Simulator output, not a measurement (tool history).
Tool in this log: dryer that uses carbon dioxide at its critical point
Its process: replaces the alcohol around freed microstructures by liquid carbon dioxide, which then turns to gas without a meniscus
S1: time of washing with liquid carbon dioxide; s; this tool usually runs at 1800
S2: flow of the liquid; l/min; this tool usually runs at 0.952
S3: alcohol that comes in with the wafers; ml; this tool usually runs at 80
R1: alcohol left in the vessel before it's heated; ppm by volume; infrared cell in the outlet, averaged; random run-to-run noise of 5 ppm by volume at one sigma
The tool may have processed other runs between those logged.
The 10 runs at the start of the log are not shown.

run	hour	S1	S2	S3	R1
11	118.8	1800	0.952	80	143
# hour 125.3: inlet filter changed
12	129.5	1800	1.119	80	105
13	144.5	1800	0.860	80	146
# hour 160.5: purifier's bed changed
14	164.4	1800	0.952	80	22
15	182.4	1800	0.952	80	31
16	190.7	1800	0.952	80	33
17	203.9	1800	0.952	80	27
18	211.2	1500	0.952	80	85
19	220.0	1500	0.952	80	93
20	230.4	1500	0.952	80	83
21	242.6	1500	0.952	80	96
22	258.5	1500	0.952	80	107
23	275.2	1800	0.601	80	338
24	292.1	1800	0.601	43	205
25	304.1	1920	1.340	43	29
26	311.7	1920	1.242	43	29
27	326.0	1860	0.952	44	37

Expected results for the next run?
28	337.9	1500	0.650	63	?

{"run 28": {"R1": 447}}
Minus the tool's unlogged condition, the same run would have read R1 270 ppm by volume.
